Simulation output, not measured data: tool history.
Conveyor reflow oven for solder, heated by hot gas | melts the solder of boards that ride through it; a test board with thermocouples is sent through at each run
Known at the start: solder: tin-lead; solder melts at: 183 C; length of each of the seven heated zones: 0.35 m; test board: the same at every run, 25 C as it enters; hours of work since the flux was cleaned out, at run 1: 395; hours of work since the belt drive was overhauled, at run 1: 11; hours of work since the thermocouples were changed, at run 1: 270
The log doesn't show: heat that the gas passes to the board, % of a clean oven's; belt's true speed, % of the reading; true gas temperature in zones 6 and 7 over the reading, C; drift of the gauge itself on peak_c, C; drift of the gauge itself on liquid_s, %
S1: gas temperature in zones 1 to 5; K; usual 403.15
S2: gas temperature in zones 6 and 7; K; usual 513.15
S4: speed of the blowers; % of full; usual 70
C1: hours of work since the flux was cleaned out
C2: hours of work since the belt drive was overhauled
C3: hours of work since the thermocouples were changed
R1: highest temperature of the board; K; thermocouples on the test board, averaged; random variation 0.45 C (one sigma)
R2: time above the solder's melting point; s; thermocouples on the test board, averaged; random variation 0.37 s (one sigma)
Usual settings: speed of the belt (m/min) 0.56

{"run": 1, "day": 0.0, "S1": 403.15, "S2": 513.15, "speed of the belt (m/min)": 0.56, "S4": 70, "C1": 395, "C2": 11, "C3": 270, "R1": 495.95, "R2": 57.3}
{"run": 2, "day": 0.692, "S1": 403.15, "S2": 513.15, "speed of the belt (m/min)": 0.56, "S4": 70, "C1": 404, "C2": 21, "C3": 279, "R1": 496.05, "R2": 57.2}
{"run": 3, "day": 1.083, "S1": 403.15, "S2": 513.15, "speed of the belt (m/min)": 0.56, "S4": 70, "C1": 410, "C2": 26, "C3": 285, "R1": 495.75, "R2": 57.5}
{"run": 4, "day": 1.408, "S1": 403.15, "S2": 513.15, "speed of the belt (m/min)": 0.56, "S4": 70, "C1": 414, "C2": 30, "C3": 289, "R1": 495.35, "R2": 57.1}
{"run": 5, "day": 2.038, "S1": 403.15, "S2": 513.15, "speed of the belt (m/min)": 0.56, "S4": 70, "C1": 423, "C2": 39, "C3": 298, "R1": 495.65, "R2": 57.8}
{"day": 2.6, "done": "flux residue cleaned out of gas plates and filters"}
{"run": 6, "day": 2.992, "S1": 391.15, "S2": 513.15, "speed of the belt (m/min)": 0.56, "S4": 70, "C1": 5, "C2": 49, "C3": 308, "R1": 494.05, "R2": 52.6}
{"run": 7, "day": 3.746, "S1": 391.15, "S2": 513.15, "speed of the belt (m/min)": 0.56, "S4": 70, "C1": 16, "C2": 60, "C3": 318, "R1": 493.65, "R2": 53.1}
{"run": 8, "day": 4.138, "S1": 391.15, "S2": 513.15, "speed of the belt (m/min)": 0.56, "S4": 70, "C1": 21, "C2": 65, "C3": 324, "R1": 494.05, "R2": 52.3}
{"run": 9, "day": 4.812, "S1": 403.15, "S2": 513.15, "speed of the belt (m/min)": 0.56, "S4": 53, "C1": 30, "C2": 74, "C3": 333, "R1": 491.55, "R2": 53.7}
{"run": 10, "day": 5.508, "S1": 403.15, "S2": 513.15, "speed of the belt (m/min)": 0.56, "S4": 53, "C1": 40, "C2": 84, "C3": 343, "R1": 492.15, "R2": 54.5}
{"run": 11, "day": 5.846, "S1": 403.15, "S2": 513.15, "speed of the belt (m/min)": 0.56, "S4": 53, "C1": 45, "C2": 89, "C3": 347, "R1": 491.85, "R2": 54.5}
{"run": 12, "day": 6.558, "S1": 403.15, "S2": 513.15, "speed of the belt (m/min)": 0.56, "S4": 53, "C1": 54, "C2": 98, "C3": 357, "R1": 491.75, "R2": 54.4}
{"run": 13, "day": 7.067, "S1": 403.15, "S2": 513.15, "speed of the belt (m/min)": 0.56, "S4": 70, "C1": 61, "C2": 105, "C3": 364, "R1": 495.55, "R2": 57.7}
{"run": 14, "day": 7.412, "S1": 403.15, "S2": 513.15, "speed of the belt (m/min)": 0.56, "S4": 70, "C1": 66, "C2": 110, "C3": 369, "R1": 495.35, "R2": 57}
{"run": 15, "day": 7.883, "S1": 403.15, "S2": 513.15, "speed of the belt (m/min)": 0.56, "S4": 70, "C1": 73, "C2": 117, "C3": 375, "R1": 495.45, "R2": 57.2}
{"run": 16, "day": 8.642, "S1": 413.15, "S2": 513.15, "speed of the belt (m/min)": 0.56, "S4": 70, "C1": 83, "C2": 127, "C3": 386, "R1": 497.45, "R2": 62}
{"run": 17, "day": 9.308, "S1": 388.15, "S2": 513.15, "speed of the belt (m/min)": 0.488, "S4": 60, "C1": 92, "C2": 136, "C3": 395, "R1": 496.45, "R2": 62.4}
{"run": 18, "day": 9.762, "S1": 388.15, "S2": 513.15, "speed of the belt (m/min)": 0.488, "S4": 60, "C1": 98, "C2": 142, "C3": 401, "R1": 495.85, "R2": 62.3}
{"run": 19, "day": 10.083, "S1": 388.15, "S2": 509.15, "speed of the belt (m/min)": 0.488, "S4": 66, "C1": 103, "C2": 147, "C3": 406, "R1": 493.55, "R2": 61.1}
{"run": 20, "day": 10.562, "S1": 395.15, "S2": 512.15, "speed of the belt (m/min)": 0.564, "S4": 66, "C1": 109, "C2": 153, "C3": 412, "R1": 491.95, "R2": 52}
{"run": 21, "day": 11.233, "S1": 395.15, "S2": 512.15, "speed of the belt (m/min)": 0.564, "S4": 68, "C1": 119, "C2": 163, "C3": 421, "R1": 493.55, "R2": 52.5}
{"run": 22, "day": 11.671, "S1": 413.15, "S2": 513.15, "speed of the belt (m/min)": 0.661, "S4": 70, "C1": 125, "C2": 169, "C3": 427, "R1": 491.65, "R2": 48.5}
{"run": 23, "day": 12.4, "S1": 413.15, "S2": 513.15, "speed of the belt (m/min)": 0.661, "S4": 70, "C1": 135, "C2": 179, "C3": 437, "R1": 491.85, "R2": 48.8}
{"run": 24, "day": 12.783, "S1": 409.15, "S2": 518.15, "speed of the belt (m/min)": 0.58, "S4": 52, "C1": 140, "C2": 184, "C3": 443, "R1": 496.35, "R2": 56.7}
{"run": 25, "day": 13.254, "S1": 390.15, "S2": 513.15, "speed of the belt (m/min)": 0.56, "S4": 70, "C1": 146, "C2": 190, "C3": 449, "R1": 493.65, "R2": 52.4}
{"run": 26, "day": 13.612, "S1": 390.15, "S2": 513.15, "speed of the belt (m/min)": 0.56, "S4": 70, "C1": 151, "C2": 195, "C3": 454, "R1": 494.05, "R2": 52.7}
{"run": 27, "day": 14.388, "S1": 390.15, "S2": 513.15, "speed of the belt (m/min)": 0.56, "S4": 70, "C1": 162, "C2": 206, "C3": 465, "R1": 494.35, "R2": 52}
{"run": 28, "day": 15.05, "S1": 390.15, "S2": 513.15, "speed of the belt (m/min)": 0.56, "S4": 70, "C1": 171, "C2": 215, "C3": 474, "R1": 493.35, "R2": 52.8}
{"run": 29, "day": 15.4, "S1": 414.15, "S2": 502.15, "speed of the belt (m/min)": 0.563, "S4": 69, "C1": 176, "C2": 220, "C3": 479, "R1": 488.05, "R2": 55.2}
{"run": 30, "day": 16.154, "S1": 418.15, "S2": 513.15, "speed of the belt (m/min)": 0.56, "S4": 71, "C1": 186, "C2": 230, "C3": 489, "R1": 498.25, "R2": 64.7}

5 ways to go on from here, each from the tool as it stands after run 30. What would each give?
{"run": "A", "day": 16.738, "S1": 418.15, "S2": 513.15, "speed of the belt (m/min)": 0.506, "S4": 71, "C1": 194, "C2": 238, "C3": 497, "R1": "?", "R2": "?"}
{"run": "B", "day": 16.738, "S1": 403.15, "S2": 518.15, "speed of the belt (m/min)": 0.56, "S4": 70, "C1": 194, "C2": 238, "C3": 497, "R1": "?", "R2": "?"}
{"run": "C", "day": 16.738, "S1": 403.15, "S2": 512.15, "speed of the belt (m/min)": 0.633, "S4": 72, "C1": 194, "C2": 238, "C3": 497, "R1": "?", "R2": "?"}
{"run": "D", "day": 16.738, "S1": 403.15, "S2": 522.15, "speed of the belt (m/min)": 0.625, "S4": 54, "C1": 194, "C2": 238, "C3": 497, "R1": "?", "R2": "?"}
{"run": "E", "day": 16.738, "S1": 415.15, "S2": 520.15, "speed of the belt (m/min)": 0.56, "S4": 71, "C1": 194, "C2": 238, "C3": 497, "R1": "?", "R2": "?"}

run=A R1=500.75 R2=73.6
run=B R1=500.25 R2=61.2
run=C R1=491.15 R2=47
run=D R1=495.95 R2=50.7
run=E R1=504.05 R2=66.9
Without the tool's hidden state the same runs would have given:
run=A R1=500.65 R2=73.5
run=B R1=500.15 R2=61.2
run=C R1=491.15 R2=46.9
run=D R1=495.95 R2=50.7
run=E R1=503.95 R2=66.9
